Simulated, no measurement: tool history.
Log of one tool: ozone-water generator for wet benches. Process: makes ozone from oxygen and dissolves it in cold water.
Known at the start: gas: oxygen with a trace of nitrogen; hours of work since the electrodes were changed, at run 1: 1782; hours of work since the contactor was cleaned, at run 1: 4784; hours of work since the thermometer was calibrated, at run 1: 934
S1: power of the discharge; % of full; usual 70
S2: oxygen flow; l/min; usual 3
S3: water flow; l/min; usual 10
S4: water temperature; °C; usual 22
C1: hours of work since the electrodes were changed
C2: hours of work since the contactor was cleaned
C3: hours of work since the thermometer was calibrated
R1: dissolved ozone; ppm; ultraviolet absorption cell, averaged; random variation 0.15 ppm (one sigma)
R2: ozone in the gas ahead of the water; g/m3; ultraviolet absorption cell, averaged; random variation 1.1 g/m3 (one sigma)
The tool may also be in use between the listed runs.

run    hour  S1    S2  S3  S4    C1    C2    C3    R1     R2
  1       0  70     3  10  22  1782  4784   934  18.9  199.6
  2    52.8  70     3  10  20  1834  4836   986  19.5  200.6
  3    92.2  70     3  10  20  1873  4875  1025  19.5  199.7
  4   127.6  70     3  15  20  1907  4910  1060  14.1  199.9
  5   177.4  70     3  15  20  1956  4959  1109    14  202.9
  6   238.3  70     3  15  20  2016  5018  1169  14.1  202.8
  7   313.1  70     3  10  18  2090  5092  1242  20.1  202.1
  8   352.5  70     3  10  18  2128  5131  1281  19.9  200.5
  9   420.5  70     3  10  22  2195  5197  1347    19  201.6
 10   467.6  70     3  10  22  2242  5244  1394  18.9  200.6
 11     538  70     3  10  22  2311  5313  1463    19  203.9
 12   609.8  70  4.48  10  22  2381  5383  1534  19.6  177.7
 13   654.1  70     3  10  22  2425  5427  1577  18.6    201
 14   730.3  70     3  10  22  2500  5502  1652    19  203.9
 15   795.8  70     3  10  22  2564  5566  1716  18.9  203.2
 16   837.4  70     3  10  25  2605  5607  1757  18.1  203.1
 17   888.3  70     3  10  25  2655  5657  1807    18  203.8
 18   941.6  42  2.31   9  26  2707  5709  1860  13.6  164.5
 19   998.9  42  2.31   9  26  2764  5766  1916  13.3  163.3
 20    1061  67  1.81  10  17  2825  5827  1977  17.7  237.3
 21  1103.1  70  1.88  10  22  2866  5868  2018    17    239
 22  1149.2  45  1.72   7  21  2911  5913  2063  17.1  187.1
 23  1203.3  44  4.41  11  20  2964  5967  2117  14.6  136.2
 24  1241.6  70  1.58  13  22  3002  6004  2154  12.9  256.5
 25  1279.1  42  3.12  10  22  3039  6041  2191  14.1  149.3
 26  1328.2  42  3.12  10  22  3087  6089  2239  14.1  147.5
 27    1371  67  1.61  16  22  3129  6131  2281  10.4  248.9
 28  1444.5  67  1.61  16  22  3201  6204  2354  10.4  246.5
 29  1477.6  83     3  10  27  3234  6236  2386  19.3    227
 30  1543.1  78  2.69  10  14  3298  6300  2450  22.3  227.7
 31    1575  78  2.69  10  14  3329  6332  2482  22.1  228.8
 32  1638.3  78  3.14  10  14  3392  6394  2544  23.1  217.8

3 ways to go on from here, each from the tool as it stands after run 32. What would each give?
  A  1687.5  49  3.14  10  14  3440  6442  2592   ?   ?
  B  1687.5  77  3.14  10  14  3440  6442  2592   ?   ?
  C  1687.5  48     3  12  20  3440  6442  2592   ?   ?

run    R1     R2
  A  17.4  165.1
  B  22.8  213.6
  C  13.8  165.3
Without the tool's hidden state the same runs would have given:
run    R1     R2
  A  17.4  160.9
  B  22.9  208.2
  C  13.8  161.1
